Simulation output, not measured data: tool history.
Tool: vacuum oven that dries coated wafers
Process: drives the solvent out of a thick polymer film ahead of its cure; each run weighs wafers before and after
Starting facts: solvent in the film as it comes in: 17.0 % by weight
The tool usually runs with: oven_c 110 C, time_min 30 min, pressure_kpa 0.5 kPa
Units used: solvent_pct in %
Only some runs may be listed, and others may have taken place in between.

run	hour	oven_c	time_min	pressure_kpa	solvent_pct
1	0	110	30	0.5	3.33
2	70.4	110	30	0.5	3.39
3	112	110	30	0.5	3.38
4	178.1	110	43	0.5	1.98
5	228	110	43	0.5	2.02
6	295.2	110	35	0.5	2.9
7	332.6	110	30	0.5	3.45
8	377.2	110	30	0.291	3.38
# hour 427.1: oven's thermocouples calibrated
9	465.1	110	36	0.5	2.43
10	518.4	110	36	0.5	2.46
11	556.6	110	30	0.5	3.3
12	639	110	30	0.5	3.24
13	680	110	30	1.752	4.28
14	720.5	110	30	1.752	4.24
15	781.1	110	30	1.752	4.28
16	828.3	110	30	1.752	4.31
17	907.7	110	30	1.752	4.31
18	987.4	110	30	1.752	4.32
19	1065.6	110	30	1.752	4.38
20	1114.4	102	30	1.752	7.22
21	1186.4	110	18	0.5	5.93
22	1230.7	110	18	0.5	5.85
23	1317.4	110	20	0.5	5.49
24	1402.4	110	20	0.5	5.55
25	1484.1	122	35	1.178	1.19
26	1562	110	36	0.426	2.93
27	1641.3	120	30	0.686	1.59
28	1686.3	120	30	0.686	1.48
# hour 1728.2: oven's thermocouples calibrated
29	1728.2	113	30	0.511	2.5
30	1802.1	113	30	0.647	2.63
31	1878.2	110	30	0.554	3.37
32	1957.7	101	30	0.367	6.32
33	2043.9	110	41	0.356	2.22
34	2121.9	110	41	0.356	2.28
# hour 2183: vacuum gauge cleaned of residue and calibrated
35	2191.9	110	24	0.356	3.99
36	2232.9	110	24	0.356	3.88
37	2277.6	110	24	0.356	3.96
38	2315.8	110	24	0.356	4.11
39	2387.1	101	30	0.5	6.08
40	2442.8	125	20	0.27	1.09
41	2525.4	115	26	1.251	2.92
42	2600.4	115	26	1.251	2.94
43	2657.9	116	30	0.5	1.83
44	2745.2	110	25	0.322	4.04
45	2804.9	110	25	0.322	4.01
46	2892.5	103	52	0.322	2.9
47	2947.6	117	49	0.756	0.97

Alternative continuations, all from the tool just after run 47; predict every row:
A	2989.5	110	30	0.573	?
B	2989.5	117	21	0.756	?
C	2989.5	119	49	0.963	?
D	2989.5	113	49	1.203	?

run	solvent_pct
A	3.54
B	3.21
C	0.96
D	1.79
The same runs, with their run-to-run variation unchanged, on a tool lacking any hidden condition would have given:
run	solvent_pct
A	2.97
B	2.7
C	0.75
D	1.43

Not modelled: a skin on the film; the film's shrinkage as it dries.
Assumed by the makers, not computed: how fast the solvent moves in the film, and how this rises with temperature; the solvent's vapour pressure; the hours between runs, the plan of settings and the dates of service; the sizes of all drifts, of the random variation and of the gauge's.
